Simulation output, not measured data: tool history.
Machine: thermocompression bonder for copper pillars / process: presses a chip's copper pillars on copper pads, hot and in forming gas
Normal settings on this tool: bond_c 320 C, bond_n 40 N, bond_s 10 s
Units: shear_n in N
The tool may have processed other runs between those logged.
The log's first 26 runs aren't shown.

| run | hour | bond_c | bond_n | bond_s | shear_n |
|---|---|---|---|---|---|
| 27 | 276.2 | 320 | 38 | 26 | 61.5 |
| 28 | 287.6 | 291 | 40 | 5 | 28.8 |
| 29 | 300.5 | 295 | 53 | 19 | 55.0 |
| 30 | 306.9 | 344 | 26 | 5 | 36.6 |
| 31 | 315.9 | 344 | 26 | 5 | 37.0 |
| 32 | 323.5 | 305 | 38 | 9 | 40.0 |
| 33 | 335.0 | 329 | 38 | 9 | 48.5 |
| 34 | 346.7 | 329 | 38 | 9 | 48.8 |
| 35 | 356.1 | 310 | 31 | 9 | 37.9 |
| 36 | 369.2 | 296 | 27 | 10 | 32.1 |
| 37 | 379.5 | 316 | 40 | 7 | 41.3 |
| 38 | 386.9 | 322 | 41 | 14 | 54.4 |
| 39 | 398.5 | 320 | 44 | 10 | 50.3 |

Consider 4 possible next runs. They are alternatives, not a sequence: every one starts from the tool as it was left by run 39. What does each give?
| A | 410.9 | 293 | 44 | 29 | ? |
| B | 410.9 | 320 | 59 | 10 | ? |
| C | 410.9 | 325 | 40 | 10 | ? |
| D | 410.9 | 349 | 53 | 5 | ? |

| run | shear_n |
|---|---|
| A | 57.0 |
| B | 56.6 |
| C | 49.6 |
| D | 53.3 |
With the hidden condition removed and each run's random variation left untouched, the same runs would have given:
| run | shear_n |
|---|---|
| A | 57.1 |
| B | 56.7 |
| C | 49.7 |
| D | 53.5 |

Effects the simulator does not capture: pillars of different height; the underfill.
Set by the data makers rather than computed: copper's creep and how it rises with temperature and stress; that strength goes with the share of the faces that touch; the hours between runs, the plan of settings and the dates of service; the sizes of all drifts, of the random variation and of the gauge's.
